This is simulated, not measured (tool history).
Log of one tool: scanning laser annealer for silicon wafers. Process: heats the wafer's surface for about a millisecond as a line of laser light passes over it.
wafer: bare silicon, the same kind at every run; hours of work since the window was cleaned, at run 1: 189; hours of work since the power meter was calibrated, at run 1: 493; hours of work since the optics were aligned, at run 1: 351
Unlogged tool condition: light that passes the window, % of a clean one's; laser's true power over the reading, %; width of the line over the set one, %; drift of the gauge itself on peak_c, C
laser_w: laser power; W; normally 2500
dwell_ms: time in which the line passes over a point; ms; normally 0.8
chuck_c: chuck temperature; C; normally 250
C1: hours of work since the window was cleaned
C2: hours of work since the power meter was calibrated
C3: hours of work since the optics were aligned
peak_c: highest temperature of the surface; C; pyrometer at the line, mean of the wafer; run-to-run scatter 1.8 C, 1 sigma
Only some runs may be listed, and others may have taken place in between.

Run 1, hour 0: usual settings; C1 189; C2 493; C3 351. Result: peak_c 1035 C.
Run 2, hour 47.2: usual settings; C1 209; C2 513; C3 371. Result: peak_c 1035 C.
Run 3, hour 70.4: usual settings; C1 219; C2 523; C3 381. Result: peak_c 1037 C.
Run 4, hour 116: usual settings; C1 239; C2 542; C3 400. Result: peak_c 1040 C.
Run 5, hour 137.9: usual settings; C1 248; C2 551; C3 409. Result: peak_c 1038 C.
Run 6, hour 174.4: usual settings but laser_w 2297 W; C1 264; C2 567; C3 425. Result: peak_c 969 C.
Run 7, hour 196.6: usual settings but laser_w 2297 W; C1 273; C2 576; C3 434. Result: peak_c 963 C.
Run 8, hour 241: usual settings but laser_w 2297 W; C1 292; C2 595; C3 453. Result: peak_c 964 C.
At hour 266.2: window over the wafer cleaned.
Run 9, hour 278: usual settings; C1 5; C2 610; C3 468. Result: peak_c 1037 C.
Run 10, hour 308.1: usual settings; C1 18; C2 623; C3 481. Result: peak_c 1036 C.
Run 11, hour 337.4: usual settings; C1 30; C2 636; C3 494. Result: peak_c 1037 C.
Run 12, hour 379.3: usual settings; C1 48; C2 654; C3 512. Result: peak_c 1039 C.
Run 13, hour 419.6: usual settings but laser_w 2675 W, chuck_c 267 C; C1 65; C2 671; C3 529. Result: peak_c 1117 C.
Run 14, hour 450.3: usual settings but laser_w 2675 W, chuck_c 267 C; C1 79; C2 684; C3 542. Result: peak_c 1118 C.
Run 15, hour 485.4: usual settings but laser_w 2736 W, dwell_ms 0.648 ms, chuck_c 222 C; C1 94; C2 699; C3 557. Result: peak_c 995 C.

Forecast run 16:
Run 16, hour 504.9: usual settings but laser_w 2564 W, dwell_ms 0.62 ms; C1 102; C2 707; C3 565. Result: peak_c ?.

peak_c: 949 C
With no hidden state in the tool, this same run would have given peak_c 949 C.

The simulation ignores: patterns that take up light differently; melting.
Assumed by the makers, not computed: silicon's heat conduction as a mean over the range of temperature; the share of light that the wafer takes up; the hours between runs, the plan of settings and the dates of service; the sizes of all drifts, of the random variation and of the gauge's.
